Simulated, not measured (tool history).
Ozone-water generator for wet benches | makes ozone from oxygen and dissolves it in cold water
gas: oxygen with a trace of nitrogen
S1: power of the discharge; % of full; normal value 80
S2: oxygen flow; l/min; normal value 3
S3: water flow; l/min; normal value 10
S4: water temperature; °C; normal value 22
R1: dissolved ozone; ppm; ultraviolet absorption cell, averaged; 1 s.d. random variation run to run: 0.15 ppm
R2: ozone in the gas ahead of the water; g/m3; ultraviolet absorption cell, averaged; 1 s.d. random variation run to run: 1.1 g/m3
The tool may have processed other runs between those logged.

{"run": 1, "hour": 0.0, "S1": 80, "S2": 3, "S3": 10, "S4": 22, "R1": 18.4, "R2": 182.6}
{"run": 2, "hour": 65.3, "S1": 80, "S2": 3, "S3": 10, "S4": 22, "R1": 17.9, "R2": 182.9}
{"run": 3, "hour": 144.9, "S1": 80, "S2": 3, "S3": 10, "S4": 22, "R1": 18.5, "R2": 183}
{"run": 4, "hour": 229.7, "S1": 80, "S2": 3, "S3": 10, "S4": 22, "R1": 17.9, "R2": 182.5}
{"run": 5, "hour": 290.9, "S1": 80, "S2": 3, "S3": 10, "S4": 22, "R1": 17.8, "R2": 181.6}
{"run": 6, "hour": 367.4, "S1": 80, "S2": 3, "S3": 10, "S4": 22, "R1": 18, "R2": 180.8}
{"hour": 375.2, "done": "contactor cleaned"}
{"run": 7, "hour": 411.6, "S1": 80, "S2": 3, "S3": 10, "S4": 22, "R1": 17.6, "R2": 181.8}
{"run": 8, "hour": 465.5, "S1": 80, "S2": 3, "S3": 10, "S4": 22, "R1": 17.4, "R2": 182.2}
{"run": 9, "hour": 538.6, "S1": 80, "S2": 3, "S3": 10, "S4": 22, "R1": 17.4, "R2": 179.4}
{"run": 10, "hour": 625.0, "S1": 80, "S2": 3, "S3": 9, "S4": 22, "R1": 19.2, "R2": 180.1}
{"hour": 695.1, "done": "contactor cleaned, once more"}
{"run": 11, "hour": 702.9, "S1": 52, "S2": 3, "S3": 10, "S4": 22, "R1": 14.3, "R2": 139}
{"run": 12, "hour": 739.9, "S1": 86, "S2": 3, "S3": 11, "S4": 22, "R1": 17.8, "R2": 188.4}
{"run": 13, "hour": 783.0, "S1": 86, "S2": 3, "S3": 7, "S4": 25, "R1": 23.2, "R2": 188.2}
{"run": 14, "hour": 828.2, "S1": 86, "S2": 3, "S3": 7, "S4": 25, "R1": 23, "R2": 186.7}
{"run": 15, "hour": 888.5, "S1": 50, "S2": 3, "S3": 10, "S4": 22, "R1": 13.9, "R2": 137.5}
{"run": 16, "hour": 973.7, "S1": 95, "S2": 1.6, "S3": 13, "S4": 16, "R1": 17.1, "R2": 288.1}
{"run": 17, "hour": 1062.1, "S1": 86, "S2": 3.81, "S3": 7, "S4": 29, "R1": 19.3, "R2": 158.9}
{"run": 18, "hour": 1139.6, "S1": 86, "S2": 3.81, "S3": 7, "S4": 29, "R1": 19.3, "R2": 160.2}

Measured result minus the same run's result without the hidden state. Both carry the same run-to-run variation, though not necessarily the same gauge scatter:
Hidden state at play: yield of the discharge, % of new electrodes'; contactor's efficiency, % of a clean one's; true water temperature over the reading, C; drift of the gauge itself on ozone_ppm, %; drift of the gauge itself on gas_g_m3, %.
run=1 R1=-1.1 R2=-4.7
run=2 R1=-1.2 R2=-5
run=3 R1=-1.2 R2=-5.4
run=4 R1=-1.3 R2=-5.7
run=5 R1=-1.3 R2=-5.9
run=6 R1=-1.4 R2=-6.2
run=7 R1=-1.8 R2=-6.4
run=8 R1=-1.8 R2=-6.6
run=9 R1=-1.9 R2=-6.9
run=10 R1=-2.1 R2=-7.2
run=11 R1=-0.6 R2=-4.4
run=12 R1=-1.1 R2=-8.2
run=13 R1=-1.4 R2=-8.4
run=14 R1=-1.5 R2=-8.5
run=15 R1=-0.8 R2=-4.6
run=16 R1=-1.2 R2=-15
run=17 R1=-1.5 R2=-8.1
run=18 R1=-1.5 R2=-8.5

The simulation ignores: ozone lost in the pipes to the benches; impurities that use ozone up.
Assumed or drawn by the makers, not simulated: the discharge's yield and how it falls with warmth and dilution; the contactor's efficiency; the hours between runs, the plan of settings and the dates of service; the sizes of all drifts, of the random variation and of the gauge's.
